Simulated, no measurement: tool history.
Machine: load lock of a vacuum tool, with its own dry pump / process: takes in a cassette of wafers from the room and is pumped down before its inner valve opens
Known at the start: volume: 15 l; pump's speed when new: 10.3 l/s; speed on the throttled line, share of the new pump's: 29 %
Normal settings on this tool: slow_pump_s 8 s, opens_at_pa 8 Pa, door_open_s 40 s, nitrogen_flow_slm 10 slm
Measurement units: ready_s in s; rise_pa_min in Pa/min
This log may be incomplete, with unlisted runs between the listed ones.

run,hour,slow_pump_s,opens_at_pa,door_open_s,nitrogen_flow_slm,"incoming humidity of the room's air, %",ready_s,rise_pa_min
1,0.0,8,8,40,10,47.0,23.6,0.235
2,266.8,8,8,178,10,45.2,23.6,0.289
3,828.3,8,8,178,10,46.1,23.6,0.298
4,1115.4,8,9,178,10,46.1,23.1,0.307
# hour 1352.4: dry pump taken out, an overhauled one fitted
5,1596.5,8,8,40,5,44.7,19.9,0.253
6,1899.5,8,8,40,5,43.6,19.6,0.252
7,2337.5,8,8,40,15,46.0,19.7,0.250
8,2790.7,8,8,40,10,48.2,20.2,0.264
9,3352.8,8,12,40,10,46.7,19.4,0.273
10,3770.1,7,8,40,10,44.7,19.3,0.276
11,4054.8,8,8,40,10,46.7,20.1,0.278
12,4623.0,8,8,40,10,46.6,19.3,0.290
13,4886.9,6,8,42,10,52.3,19.1,0.300
14,5415.7,8,8,96,17,46.1,20.5,0.319
15,5929.8,8,8,96,17,44.3,20.1,0.330
16,6456.7,8,8,40,32,45.0,20.8,0.311
17,6960.6,8,8,46,10,47.5,20.4,0.329

Estimate the outcome of run 18 from the log above:
18,7524.0,6,12,108,16,45.6,?,?

For run 18 the tool returned ready_s 18.8 s, rise_pa_min 0.365 Pa/min.
Were there no unlogged condition in the tool, this run, its random variation unchanged, would have produced ready_s 17.6 s, rise_pa_min 0.074 Pa/min.

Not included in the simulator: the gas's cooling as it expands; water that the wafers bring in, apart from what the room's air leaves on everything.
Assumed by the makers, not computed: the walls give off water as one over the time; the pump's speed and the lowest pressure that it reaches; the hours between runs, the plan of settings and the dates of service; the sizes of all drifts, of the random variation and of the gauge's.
